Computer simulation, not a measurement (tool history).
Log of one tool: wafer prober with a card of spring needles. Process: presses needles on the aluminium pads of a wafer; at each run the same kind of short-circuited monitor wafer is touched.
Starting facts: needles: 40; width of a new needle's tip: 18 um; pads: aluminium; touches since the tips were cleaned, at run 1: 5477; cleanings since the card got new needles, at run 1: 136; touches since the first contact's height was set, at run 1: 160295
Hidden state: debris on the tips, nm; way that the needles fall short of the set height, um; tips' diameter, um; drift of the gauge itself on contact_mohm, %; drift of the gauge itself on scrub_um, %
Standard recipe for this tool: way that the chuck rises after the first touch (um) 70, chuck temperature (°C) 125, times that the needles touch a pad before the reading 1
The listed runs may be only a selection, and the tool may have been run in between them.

run	hour	way that the chuck rises after the first touch (um)	chuck temperature (°C)	times that the needles touch a pad before the reading	touches since the tips were cleaned	cleanings since the card got new needles	touches since the first contact's height was set	resistance of one needle with its contact and lead (mohm)	way that a needle slides on the pad (um)
1	0.0	70	125	1	5477	136	160295	294	15.44
# hour 5.2: tips cleaned on abrasive film
# hour 8.0: height of the first contact set anew
# hour 15.8: tips cleaned on abrasive film
# hour 26.2: tips cleaned on abrasive film
# hour 39.2: tips cleaned on abrasive film
# hour 52.2: tips cleaned on abrasive film
# hour 62.5: tips cleaned on abrasive film
2	66.5	70	125	1	2824	142	41073	259	15.71
# hour 74.3: tips cleaned on abrasive film
# hour 87.3: tips cleaned on abrasive film
# hour 100.3: tips cleaned on abrasive film
# hour 113.2: tips cleaned on abrasive film
# hour 126.2: tips cleaned on abrasive film
3	135.2	70	125	1	6400	147	89364	314	15.68
# hour 137.9: tips cleaned on abrasive film
# hour 150.9: tips cleaned on abrasive film
# hour 161.2: tips cleaned on abrasive film
4	164.3	70	125	1	2134	150	109712	250	15.54
# hour 172.1: tips cleaned on abrasive film
# hour 182.5: tips cleaned on abrasive film
# hour 192.8: tips cleaned on abrasive film
5	197.3	70	125	1	3174	153	132919	275	15.44
# hour 205.1: tips cleaned on abrasive film
# hour 215.5: tips cleaned on abrasive film
# hour 226.6: tips cleaned on abrasive film
6	226.6	70	125	1	0	156	153438	188	15.30
# hour 239.6: tips cleaned on abrasive film
# hour 245.0: height of the first contact set anew
# hour 252.8: tips cleaned on abrasive film
# hour 263.2: tips cleaned on abrasive film
7	273.5	70	125	1	7272	159	20022	317	15.94
# hour 276.1: tips cleaned on abrasive film
# hour 289.1: tips cleaned on abrasive film
# hour 302.1: tips cleaned on abrasive film
# hour 315.0: tips cleaned on abrasive film
# hour 328.0: tips cleaned on abrasive film
# hour 340.9: tips cleaned on abrasive film
8	343.5	70	125	1	1830	165	69208	244	15.73
# hour 351.5: tips cleaned on abrasive film
# hour 361.9: tips cleaned on abrasive film
# hour 372.3: tips cleaned on abrasive film
9	380.2	70	125	1	5614	168	94948	316	15.53
# hour 382.9: tips cleaned on abrasive film
# hour 395.8: tips cleaned on abrasive film
# hour 408.8: tips cleaned on abrasive film
# hour 419.2: tips cleaned on abrasive film
# hour 432.1: tips cleaned on abrasive film
# hour 442.5: tips cleaned on abrasive film
10	447.5	70	125	1	3566	174	142227	290	15.37
# hour 455.4: tips cleaned on abrasive film
# hour 465.7: tips cleaned on abrasive film
# hour 476.1: tips cleaned on abrasive film
# hour 481.6: height of the first contact set anew
# hour 489.4: tips cleaned on abrasive film
# hour 502.4: tips cleaned on abrasive film
# hour 512.7: tips cleaned on abrasive film
11	516.6	70	125	1	2736	180	24592	261	15.91
# hour 524.4: tips cleaned on abrasive film
# hour 537.4: tips cleaned on abrasive film
12	546.7	70	125	2	6574	182	45735	268	15.84
# hour 549.3: tips cleaned on abrasive film
# hour 562.3: tips cleaned on abrasive film
# hour 575.3: tips cleaned on abrasive film
# hour 588.2: tips cleaned on abrasive film
# hour 598.6: tips cleaned on abrasive film
# hour 611.6: tips cleaned on abrasive film
13	614.2	70	125	1	1849	188	93119	242	15.65
# hour 622.0: tips cleaned on abrasive film
# hour 635.0: tips cleaned on abrasive film
14	644.3	59	125	1	6616	190	114319	401	13.07
# hour 647.0: tips cleaned on abrasive film
# hour 659.9: tips cleaned on abrasive film
# hour 670.3: tips cleaned on abrasive film
# hour 683.3: tips cleaned on abrasive film
15	690.4	59	125	1	5005	194	146645	357	13.11
# hour 695.6: tips cleaned on abrasive film
# hour 706.0: tips cleaned on abrasive film
# hour 718.9: tips cleaned on abrasive film
# hour 719.2: height of the first contact set anew
# hour 729.6: tips cleaned on abrasive film
# hour 740.0: tips cleaned on abrasive film
# hour 750.7: tips cleaned on abrasive film
16	750.7	59	125	1	0	200	22092	199	13.24
# hour 761.1: tips cleaned on abrasive film
# hour 771.5: tips cleaned on abrasive film
# hour 781.9: tips cleaned on abrasive film
# hour 794.9: tips cleaned on abrasive film
# hour 807.8: tips cleaned on abrasive film
17	814.4	70	125	2	4683	205	66847	259	15.83
# hour 819.7: tips cleaned on abrasive film
# hour 830.1: tips cleaned on abrasive film
# hour 840.5: tips cleaned on abrasive film
# hour 853.4: tips cleaned on abrasive film
# hour 866.4: tips cleaned on abrasive film
18	875.8	87	43	1	6698	210	109971	282	19.43
# hour 878.5: tips cleaned on abrasive film
# hour 888.9: tips cleaned on abrasive film
# hour 901.9: tips cleaned on abrasive film
# hour 912.2: tips cleaned on abrasive film
19	915.7	76	89	1	2412	214	137882	250	16.67
# hour 923.5: tips cleaned on abrasive film
# hour 933.9: tips cleaned on abrasive film
# hour 944.2: tips cleaned on abrasive film
# hour 954.8: height of the first contact set anew
# hour 957.5: tips cleaned on abrasive film
# hour 970.5: tips cleaned on abrasive film
# hour 982.6: tips cleaned on abrasive film
20	982.6	53	81	2	0	220	19464	182	11.96
# hour 995.6: tips cleaned on abrasive film
# hour 1006.0: tips cleaned on abrasive film
# hour 1018.9: tips cleaned on abrasive film
# hour 1029.3: tips cleaned on abrasive film
21	1032.2	64	87	2	2070	224	54318	246	14.33
# hour 1040.1: tips cleaned on abrasive film
# hour 1053.0: tips cleaned on abrasive film
# hour 1066.0: tips cleaned on abrasive film
# hour 1078.9: tips cleaned on abrasive film
# hour 1091.6: tips cleaned on abrasive film
22	1091.6	52	28	2	0	229	95995	180	11.53
# hour 1102.0: tips cleaned on abrasive film
# hour 1114.9: tips cleaned on abrasive film
# hour 1127.9: tips cleaned on abrasive film
# hour 1140.9: tips cleaned on abrasive film
# hour 1151.2: tips cleaned on abrasive film
23	1153.7	55	86	1	1710	234	139597	285	12.05
# hour 1164.0: tips cleaned on abrasive film
# hour 1177.0: tips cleaned on abrasive film
# hour 1187.4: tips cleaned on abrasive film
# hour 1190.3: height of the first contact set anew
# hour 1200.7: tips cleaned on abrasive film
24	1205.6	69	124	2	3470	238	10757	256	15.65
# hour 1213.4: tips cleaned on abrasive film
# hour 1223.8: tips cleaned on abrasive film
# hour 1234.1: tips cleaned on abrasive film
# hour 1247.1: tips cleaned on abrasive film
25	1248.1	66	124	2	713	242	40611	209	14.82

3 ways to go on from here, each from the tool as it stands after run 25. What would each give?
# hour 1258.5: tips cleaned on abrasive film
# hour 1271.5: tips cleaned on abrasive film
# hour 1284.4: tips cleaned on abrasive film
A	1290.8	60	32	2	4547	245	70657	?	?
# hour 1258.5: tips cleaned on abrasive film
# hour 1271.5: tips cleaned on abrasive film
# hour 1284.4: tips cleaned on abrasive film
B	1290.8	89	30	3	4547	245	70657	?	?
# hour 1258.5: tips cleaned on abrasive film
# hour 1271.5: tips cleaned on abrasive film
# hour 1284.4: tips cleaned on abrasive film
C	1290.8	90	52	2	4547	245	70657	?	?

run	resistance of one needle with its contact and lead (mohm)	way that a needle slides on the pad (um)
A	291	13.35
B	193	19.91
C	219	20.25
Stripped of hidden state, with their random variation kept, the same runs would have yielded:
run	resistance of one needle with its contact and lead (mohm)	way that a needle slides on the pad (um)
A	152	13.55
B	152	20.11
C	156	20.45
